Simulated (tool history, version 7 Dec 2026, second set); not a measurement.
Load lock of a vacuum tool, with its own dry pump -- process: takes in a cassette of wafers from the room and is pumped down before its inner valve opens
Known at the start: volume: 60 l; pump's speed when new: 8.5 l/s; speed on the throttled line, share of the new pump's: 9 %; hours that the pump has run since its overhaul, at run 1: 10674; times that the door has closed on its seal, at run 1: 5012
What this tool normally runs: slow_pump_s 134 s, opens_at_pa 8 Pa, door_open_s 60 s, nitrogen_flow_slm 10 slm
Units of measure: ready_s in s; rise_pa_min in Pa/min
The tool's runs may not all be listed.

run     hour  slow_pump_s  opens_at_pa  door_open_s  nitrogen_flow_slm  hours that the pump has run since its overhaul  times that the door has closed on its seal  incoming humidity of the room's air, %  ready_s  rise_pa_min
  1      0.0          134            8           60                 10                                           10674                                        5012                                    41.7    198.4        0.041
  2    480.6          134            8           60                 10                                           11154                                        5659                                    43.8    198.9        0.041
  3    997.7          134            8           60                 10                                           11671                                        6356                                    42.3    198.7        0.046
  4   1355.5          134            8           60                 10                                           12029                                        6837                                    46.3    200.4        0.051
      1403.9  -- dry pump taken out, an overhauled one fitted
  5   1807.4          180            8           60                 10                                             404                                        7438                                    46.5    230.5        0.055
  6   2371.4          180            8           60                 10                                             968                                        8198                                    46.6    230.8        0.058
  7   2825.3          180            8           60                 10                                            1421                                        8809                                    45.4    231.2        0.054
  8   3418.8          180            8           60                 10                                            2015                                        9608                                    46.6    231.6        0.057
  9   3912.5          180            8           60                 10                                            2509                                       10273                                    45.1    231.7        0.074
 10   4479.8          134            8          153                 10                                            3076                                       11038                                    44.4    191.8        0.083
 11   5101.6          134            8          153                 10                                            3698                                       11875                                    45.7    192.4        0.082
 12   5805.5          134            8           26                 10                                            4402                                       12823                                    44.8    191.8        0.075
 13   6338.6          134            8           60                 10                                            4935                                       13541                                    44.1    193.2        0.084
 14   6765.2          134            8           60                 10                                            5361                                       14116                                    47.8    193.7        0.093
 15   7446.7          134            8           60                 10                                            6043                                       15034                                    45.1    194.0        0.087
 16   8149.8          134            8           60                 10                                            6746                                       15981                                    43.5    194.3        0.093
 17   8758.2          134            8           60                  8                                            7354                                       16800                                    43.8    195.1        0.106
 18   9383.7          134            8           60                  8                                            7980                                       17643                                    41.9    195.1        0.105
 19   9878.8          134            8           60                  8                                            8475                                       18310                                    44.5    196.0        0.113
 20  10217.2          117           13          147                  8                                            8813                                       18765                                    47.2    176.8        0.116
 21  10813.0          117           13          147                  8                                            9409                                       19568                                    47.2    177.9        0.136
 22  11312.8          127           14           90                 10                                            9909                                       20241                                    49.2    186.7        0.133
 23  11633.8           70           12          120                 11                                           10230                                       20674                                    44.3    137.4        0.132
 24  12040.4           70           12          120                 11                                           10637                                       21221                                    48.7    137.8        0.137

Run 25 has not been measured yet. What should we expect?
 25  12754.7           70           12           78                 11                                           11351                                       22183                                    43.2        ?            ?

ready_s: 138.6 s
rise_pa_min: 0.134 Pa/min
The same run, on a tool lacking any hidden state, would have yielded ready_s 127.9 s, rise_pa_min 0.019 Pa/min.

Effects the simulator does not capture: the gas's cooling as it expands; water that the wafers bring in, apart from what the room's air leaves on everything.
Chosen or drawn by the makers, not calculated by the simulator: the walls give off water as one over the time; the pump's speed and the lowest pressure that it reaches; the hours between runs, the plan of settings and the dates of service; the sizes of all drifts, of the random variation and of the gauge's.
